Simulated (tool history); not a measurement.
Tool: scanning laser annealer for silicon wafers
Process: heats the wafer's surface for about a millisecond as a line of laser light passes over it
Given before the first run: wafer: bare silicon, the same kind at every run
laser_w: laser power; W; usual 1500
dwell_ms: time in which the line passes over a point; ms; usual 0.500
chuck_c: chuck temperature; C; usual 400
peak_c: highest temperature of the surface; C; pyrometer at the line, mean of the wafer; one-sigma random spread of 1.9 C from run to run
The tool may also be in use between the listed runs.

Run 1, day 0.000: usual settings. Result: peak_c 1150 C.
Run 2, day 0.396: usual settings. Result: peak_c 1147 C.
Run 3, day 0.746: usual settings. Result: peak_c 1147 C.
Run 4, day 1.050: usual settings. Result: peak_c 1148 C.
Run 5, day 1.554: usual settings. Result: peak_c 1146 C.
Run 6, day 2.158: usual settings but dwell_ms 0.537 ms. Result: peak_c 1176 C.
Run 7, day 2.538: usual settings but chuck_c 425 C. Result: peak_c 1168 C.
Run 8, day 2.950: usual settings but chuck_c 425 C. Result: peak_c 1172 C.
Run 9, day 3.338: usual settings but chuck_c 425 C. Result: peak_c 1169 C.
Run 10, day 3.817: usual settings but dwell_ms 0.386 ms. Result: peak_c 1041 C.
Run 11, day 4.400: usual settings but chuck_c 398 C. Result: peak_c 1137 C.
Run 12, day 4.754: usual settings. Result: peak_c 1135 C.
Run 13, day 5.075: usual settings but laser_w 1333 W, dwell_ms 0.590 ms, chuck_c 377 C. Result: peak_c 1074 C.
Run 14, day 5.808: usual settings but laser_w 1333 W, dwell_ms 0.367 ms, chuck_c 429 C. Result: peak_c 979 C.
Run 15, day 6.425: usual settings but laser_w 1487 W, dwell_ms 0.545 ms. Result: peak_c 1184 C.
Run 16, day 7.171: usual settings but laser_w 1436 W, dwell_ms 0.350 ms, chuck_c 384 C. Result: peak_c 973 C.
Run 17, day 7.846: usual settings but dwell_ms 0.583 ms, chuck_c 370 C. Result: peak_c 1191 C.
Run 18, day 8.292: usual settings but dwell_ms 0.565 ms, chuck_c 370 C. Result: peak_c 1176 C.
Run 19, day 8.754: usual settings but dwell_ms 0.358 ms, chuck_c 416 C. Result: peak_c 1049 C.
Run 20, day 9.225: usual settings but laser_w 1457 W, dwell_ms 0.422 ms. Result: peak_c 1064 C.
Run 21, day 9.646: usual settings but laser_w 1392 W, dwell_ms 0.382 ms. Result: peak_c 986 C.
Run 22, day 10.200: usual settings but laser_w 1392 W, dwell_ms 0.536 ms. Result: peak_c 1111 C.
Run 23, day 10.746: usual settings but laser_w 1392 W, dwell_ms 0.536 ms. Result: peak_c 1111 C.

Missing from the log above: 2 entries noted between runs. For each, name the pair of listed runs it sits between and say how the tool's hidden condition differs from the listed run just before to the listed run just after:
Runs 9 to 10: window over the wafer cleaned (day 3.479)
  light that passes the window, % of a clean one's: 98.83 -> 98.13
  measured minus no-state result, peak_c: -21 -> -24 C
Runs 13 to 14: window over the wafer cleaned, once more (day 5.717)
  light that passes the window, % of a clean one's: 98.04 -> 99.88; laser's true power over the reading, %: -0.23 -> -0.24; width of the line over the set one, %: 1.36 -> 1.37
  measured minus no-state result, peak_c: -27 -> -8 C
